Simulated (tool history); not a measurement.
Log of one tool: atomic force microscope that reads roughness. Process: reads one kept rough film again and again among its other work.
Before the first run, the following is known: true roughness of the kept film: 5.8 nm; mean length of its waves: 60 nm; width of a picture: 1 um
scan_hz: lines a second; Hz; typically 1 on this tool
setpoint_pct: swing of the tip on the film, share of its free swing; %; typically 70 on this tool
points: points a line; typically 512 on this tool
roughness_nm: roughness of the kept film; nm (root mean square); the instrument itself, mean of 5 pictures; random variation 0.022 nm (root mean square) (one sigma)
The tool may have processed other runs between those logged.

run 1 hour=0 | scan_hz=1 setpoint_pct=70 points=512 | roughness_nm=5.289
run 2 hour=9 | scan_hz=1 setpoint_pct=70 points=512 | roughness_nm=5.307
run 3 hour=15.3 | scan_hz=3.4 setpoint_pct=70 points=512 | roughness_nm=4.978
run 4 hour=21.8 | scan_hz=3.4 setpoint_pct=58 points=512 | roughness_nm=5.22
run 5 hour=25.7 | scan_hz=3.4 setpoint_pct=58 points=512 | roughness_nm=5.227
run 6 hour=29.7 | scan_hz=3.4 setpoint_pct=58 points=512 | roughness_nm=5.202
-- hour=34.8 new tip fitted
run 7 hour=35.5 | scan_hz=3.4 setpoint_pct=58 points=512 | roughness_nm=5.218
run 8 hour=41.6 | scan_hz=1 setpoint_pct=70 points=512 | roughness_nm=5.286
run 9 hour=48.5 | scan_hz=1 setpoint_pct=70 points=512 | roughness_nm=5.313
run 10 hour=57 | scan_hz=1 setpoint_pct=70 points=512 | roughness_nm=5.323
run 11 hour=61.4 | scan_hz=1 setpoint_pct=70 points=512 | roughness_nm=5.327
run 12 hour=66.1 | scan_hz=1.71 setpoint_pct=70 points=512 | roughness_nm=5.226
run 13 hour=74.2 | scan_hz=1.38 setpoint_pct=70 points=512 | roughness_nm=5.295
run 14 hour=78.1 | scan_hz=1.38 setpoint_pct=70 points=512 | roughness_nm=5.239
run 15 hour=82.6 | scan_hz=1 setpoint_pct=70 points=291 | roughness_nm=5.267
run 16 hour=87 | scan_hz=1 setpoint_pct=70 points=291 | roughness_nm=5.305
run 17 hour=95.9 | scan_hz=1 setpoint_pct=70 points=512 | roughness_nm=5.332

Estimate the outcome of run 18 from the log above:
run 18 hour=104.8 | scan_hz=1 setpoint_pct=74 points=512 | roughness_nm=?

{"run 18": {"roughness_nm": 5.23}}
With no hidden state in the tool, this same run would have given roughness_nm 5.24 nm (root mean square).

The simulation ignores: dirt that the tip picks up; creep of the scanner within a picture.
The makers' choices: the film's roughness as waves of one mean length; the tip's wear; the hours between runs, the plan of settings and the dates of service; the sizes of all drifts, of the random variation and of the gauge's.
